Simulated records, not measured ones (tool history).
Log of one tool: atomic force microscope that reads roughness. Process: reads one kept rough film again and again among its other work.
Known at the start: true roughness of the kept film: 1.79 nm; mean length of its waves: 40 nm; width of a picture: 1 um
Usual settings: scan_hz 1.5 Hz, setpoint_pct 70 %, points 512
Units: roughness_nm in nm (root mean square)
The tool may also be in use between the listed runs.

run	day	scan_hz	setpoint_pct	points	roughness_nm
1	0	1.5	70	512	1.632
2	0.858	1.5	70	512	1.61
3	1.683	1.5	70	512	1.598
4	2.888	1.5	70	512	1.581
5	4.292	1.5	70	512	1.549
6	5.938	1.5	70	512	1.543
7	6.988	1.5	66	512	1.538
8	7.917	1.5	66	512	1.524
9	8.925	1.5	66	512	1.503
10	10.446	1.5	66	512	1.483
11	11.779	1.5	57	512	1.483
# day 12.183: new tip fitted
12	12.533	1.5	57	512	1.669
13	13.35	1.5	57	512	1.652
14	14.896	1.5	57	512	1.604
15	15.904	2.41	81	657	1.437
16	16.733	2.18	58	512	1.559
17	17.629	2.18	58	512	1.56
18	19.121	1.79	58	888	1.544
19	20.433	0.89	58	520	1.551
# day 20.629: height scale calibrated on a step standard
20	22.142	0.89	65	556	1.498
21	23.117	0.89	65	556	1.484
# day 24.375: new tip fitted
22	24.867	1.06	72	787	1.622
23	25.829	1.06	72	787	1.606
24	26.604	0.57	70	826	1.62
25	28.05	0.57	70	826	1.592
# day 29.217: height scale calibrated on a step standard, once more
26	29.238	3.67	70	826	1.449
27	30.867	2.4	70	387	1.491

5 ways to go on from here, each from the tool as it stands after run 27. What would each give?
A	32.425	1.5	55	512	?
B	32.425	0.59	70	512	?
C	32.425	1.5	66	303	?
D	32.425	0.62	59	832	?
E	32.425	2.59	81	699	?

run	roughness_nm
A	1.546
B	1.524
C	1.497
D	1.549
E	1.384
Without the tool's hidden state the same runs would have given:
run	roughness_nm
A	1.685
B	1.662
C	1.632
D	1.69
E	1.509
